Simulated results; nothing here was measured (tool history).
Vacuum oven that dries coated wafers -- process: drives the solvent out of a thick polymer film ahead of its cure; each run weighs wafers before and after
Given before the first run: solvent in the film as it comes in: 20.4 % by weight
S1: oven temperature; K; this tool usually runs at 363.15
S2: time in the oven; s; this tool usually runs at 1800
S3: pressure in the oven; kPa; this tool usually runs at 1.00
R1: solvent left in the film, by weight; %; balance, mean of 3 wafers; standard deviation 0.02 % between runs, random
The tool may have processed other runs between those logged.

run   hour      S1    S2    S3     R1
  1    0.0  363.15  1800  1.00   4.92
  2    7.6  363.15  1800  1.00   4.87
  3   18.3  363.15  1800  1.00   4.92
  4   28.7  363.15  1800  1.00   4.89
  5   42.8  363.15  1800  1.00   4.89
  6   50.5  363.15  2640  1.00   2.89
  7   64.4  363.15  1800  1.00   4.88
  8   75.6  363.15  1200  1.00   7.29
  9   84.8  363.15  1200  1.00   7.26
 10  102.4  363.15  1200  1.00   7.29
 11  112.0  363.15  1200  1.00   7.26
 12  120.5  363.15  1200  1.00   7.26
 13  130.8  367.15  1200  0.89   5.71
 14  141.4  374.15  1080  0.89   3.79
 15  151.8  374.15  2280  1.64   1.07
 16  161.3  348.15  1800  2.19  11.18
 17  172.3  348.15  1800  2.19  11.11
 18  179.4  352.15  1140  2.14  11.79
 19  194.2  351.15  1020  2.14  12.67
 20  209.7  369.15   900  0.59   6.59
 21  221.1  375.15  1020  1.00   3.78
 22  229.0  375.15  1200  1.00   2.94
 23  243.4  375.15  1200  1.00   2.94

Branching from run 23: 4 alternative next runs. What would each branch give?
     257.5  -- oven's thermocouples calibrated
  A  262.3  357.15  1740  1.00   ?
     257.5  -- oven's thermocouples calibrated
  B  262.3  350.15  1800  1.00   ?
     257.5  -- oven's thermocouples calibrated
  C  262.3  355.15  1800  1.00   ?
     257.5  -- oven's thermocouples calibrated
  D  262.3  375.15  1440  2.76   ?

run    R1
  A  7.45
  B  9.99
  C  8.00
  D  2.55
Stripped of hidden state, with their random variation kept, the same runs would have yielded:
run     R1
  A   7.46
  B  10.00
  C   8.02
  D   2.56
